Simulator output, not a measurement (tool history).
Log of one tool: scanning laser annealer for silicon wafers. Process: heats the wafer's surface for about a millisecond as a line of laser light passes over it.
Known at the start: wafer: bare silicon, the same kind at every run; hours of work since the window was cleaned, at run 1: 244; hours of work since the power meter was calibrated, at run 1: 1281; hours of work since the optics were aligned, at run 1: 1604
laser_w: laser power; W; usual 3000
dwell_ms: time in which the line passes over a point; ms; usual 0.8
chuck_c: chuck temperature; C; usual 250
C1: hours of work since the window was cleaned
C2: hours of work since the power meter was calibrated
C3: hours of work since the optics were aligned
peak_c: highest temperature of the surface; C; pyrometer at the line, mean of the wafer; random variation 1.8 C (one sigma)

{"run": 1, "hour": 0.0, "laser_w": 3000, "dwell_ms": 0.8, "chuck_c": 250, "C1": 244, "C2": 1281, "C3": 1604, "peak_c": 976}
{"run": 2, "hour": 64.4, "laser_w": 3000, "dwell_ms": 0.8, "chuck_c": 250, "C1": 277, "C2": 1314, "C3": 1636, "peak_c": 974}
{"run": 3, "hour": 111.5, "laser_w": 3000, "dwell_ms": 0.748, "chuck_c": 250, "C1": 301, "C2": 1337, "C3": 1660, "peak_c": 952}
{"run": 4, "hour": 161.5, "laser_w": 3000, "dwell_ms": 0.748, "chuck_c": 250, "C1": 326, "C2": 1363, "C3": 1686, "peak_c": 950}
{"run": 5, "hour": 209.9, "laser_w": 3000, "dwell_ms": 0.748, "chuck_c": 250, "C1": 350, "C2": 1387, "C3": 1710, "peak_c": 952}
{"hour": 222.9, "done": "optics aligned, line set to its width"}
{"run": 6, "hour": 278.2, "laser_w": 3000, "dwell_ms": 0.748, "chuck_c": 250, "C1": 382, "C2": 1419, "C3": 28, "peak_c": 951}
{"run": 7, "hour": 355.5, "laser_w": 3000, "dwell_ms": 0.748, "chuck_c": 250, "C1": 422, "C2": 1458, "C3": 67, "peak_c": 950}
{"run": 8, "hour": 407.0, "laser_w": 2924, "dwell_ms": 0.748, "chuck_c": 250, "C1": 448, "C2": 1484, "C3": 93, "peak_c": 937}
{"run": 9, "hour": 458.6, "laser_w": 2924, "dwell_ms": 0.748, "chuck_c": 250, "C1": 474, "C2": 1510, "C3": 119, "peak_c": 935}
{"run": 10, "hour": 501.7, "laser_w": 3000, "dwell_ms": 0.8, "chuck_c": 250, "C1": 496, "C2": 1532, "C3": 141, "peak_c": 977}
{"run": 11, "hour": 558.5, "laser_w": 3000, "dwell_ms": 0.8, "chuck_c": 250, "C1": 524, "C2": 1561, "C3": 170, "peak_c": 974}
{"run": 12, "hour": 646.6, "laser_w": 3000, "dwell_ms": 0.8, "chuck_c": 250, "C1": 569, "C2": 1606, "C3": 214, "peak_c": 975}
{"run": 13, "hour": 716.8, "laser_w": 3000, "dwell_ms": 0.8, "chuck_c": 250, "C1": 604, "C2": 1641, "C3": 250, "peak_c": 973}
{"run": 14, "hour": 790.4, "laser_w": 3000, "dwell_ms": 0.8, "chuck_c": 265, "C1": 642, "C2": 1678, "C3": 287, "peak_c": 991}
{"hour": 829.9, "done": "window over the wafer cleaned"}
{"run": 15, "hour": 869.9, "laser_w": 3000, "dwell_ms": 0.8, "chuck_c": 250, "C1": 20, "C2": 1718, "C3": 326, "peak_c": 977}
{"run": 16, "hour": 946.8, "laser_w": 3000, "dwell_ms": 0.8, "chuck_c": 250, "C1": 59, "C2": 1756, "C3": 365, "peak_c": 976}
{"run": 17, "hour": 988.2, "laser_w": 3000, "dwell_ms": 0.8, "chuck_c": 250, "C1": 80, "C2": 1777, "C3": 386, "peak_c": 979}
{"run": 18, "hour": 1048.0, "laser_w": 3000, "dwell_ms": 0.8, "chuck_c": 250, "C1": 110, "C2": 1808, "C3": 416, "peak_c": 976}
{"run": 19, "hour": 1098.7, "laser_w": 2963, "dwell_ms": 0.659, "chuck_c": 285, "C1": 136, "C2": 1833, "C3": 442, "peak_c": 935}
{"run": 20, "hour": 1170.6, "laser_w": 2963, "dwell_ms": 0.659, "chuck_c": 285, "C1": 172, "C2": 1870, "C3": 478, "peak_c": 932}
{"run": 21, "hour": 1248.2, "laser_w": 2963, "dwell_ms": 0.659, "chuck_c": 285, "C1": 212, "C2": 1909, "C3": 518, "peak_c": 936}
{"run": 22, "hour": 1288.3, "laser_w": 2963, "dwell_ms": 0.659, "chuck_c": 285, "C1": 232, "C2": 1929, "C3": 538, "peak_c": 932}
{"run": 23, "hour": 1341.9, "laser_w": 2853, "dwell_ms": 0.715, "chuck_c": 211, "C1": 259, "C2": 1956, "C3": 565, "peak_c": 861}
{"run": 24, "hour": 1428.0, "laser_w": 2567, "dwell_ms": 0.577, "chuck_c": 285, "C1": 303, "C2": 2000, "C3": 609, "peak_c": 814}
{"run": 25, "hour": 1472.6, "laser_w": 2567, "dwell_ms": 0.577, "chuck_c": 285, "C1": 325, "C2": 2023, "C3": 631, "peak_c": 812}
{"run": 26, "hour": 1529.2, "laser_w": 2932, "dwell_ms": 0.8, "chuck_c": 250, "C1": 354, "C2": 2051, "C3": 660, "peak_c": 960}
{"run": 27, "hour": 1608.3, "laser_w": 2932, "dwell_ms": 0.8, "chuck_c": 250, "C1": 394, "C2": 2091, "C3": 700, "peak_c": 962}
{"run": 28, "hour": 1694.0, "laser_w": 3115, "dwell_ms": 0.8, "chuck_c": 225, "C1": 437, "C2": 2135, "C3": 743, "peak_c": 977}
{"run": 29, "hour": 1743.7, "laser_w": 2610, "dwell_ms": 0.8, "chuck_c": 224, "C1": 462, "C2": 2160, "C3": 768, "peak_c": 859}
{"run": 30, "hour": 1799.4, "laser_w": 2636, "dwell_ms": 0.8, "chuck_c": 236, "C1": 491, "C2": 2188, "C3": 797, "peak_c": 877}
{"run": 31, "hour": 1882.5, "laser_w": 2686, "dwell_ms": 0.603, "chuck_c": 236, "C1": 533, "C2": 2230, "C3": 839, "peak_c": 799}
{"run": 32, "hour": 1950.5, "laser_w": 2824, "dwell_ms": 0.8, "chuck_c": 277, "C1": 567, "C2": 2264, "C3": 873, "peak_c": 961}
{"run": 33, "hour": 2004.6, "laser_w": 2591, "dwell_ms": 0.867, "chuck_c": 290, "C1": 594, "C2": 2292, "C3": 900, "peak_c": 951}
{"run": 34, "hour": 2062.1, "laser_w": 2663, "dwell_ms": 0.63, "chuck_c": 216, "C1": 623, "C2": 2321, "C3": 929, "peak_c": 791}
{"hour": 2140.5, "done": "window over the wafer cleaned"}
{"run": 35, "hour": 2158.0, "laser_w": 2663, "dwell_ms": 0.63, "chuck_c": 216, "C1": 9, "C2": 2368, "C3": 977, "peak_c": 789}

Hidden state at the last listed run before each entry between runs and at the first one after, where it differs:
Between runs 5 and 6: optics aligned, line set to its width (hour 222.9)
  light that passes the window, % of a clean one's: 99.95 -> 99.94; width of the line over the set one, %: 0.08 -> 0
Between runs 14 and 15: window over the wafer cleaned (hour 829.9)
  light that passes the window, % of a clean one's: 99.91 -> 100; width of the line over the set one, %: 0.01 -> 0.02
Between runs 34 and 35: window over the wafer cleaned (hour 2140.5)
  light that passes the window, % of a clean one's: 99.91 -> 100; width of the line over the set one, %: 0.04 -> 0.05
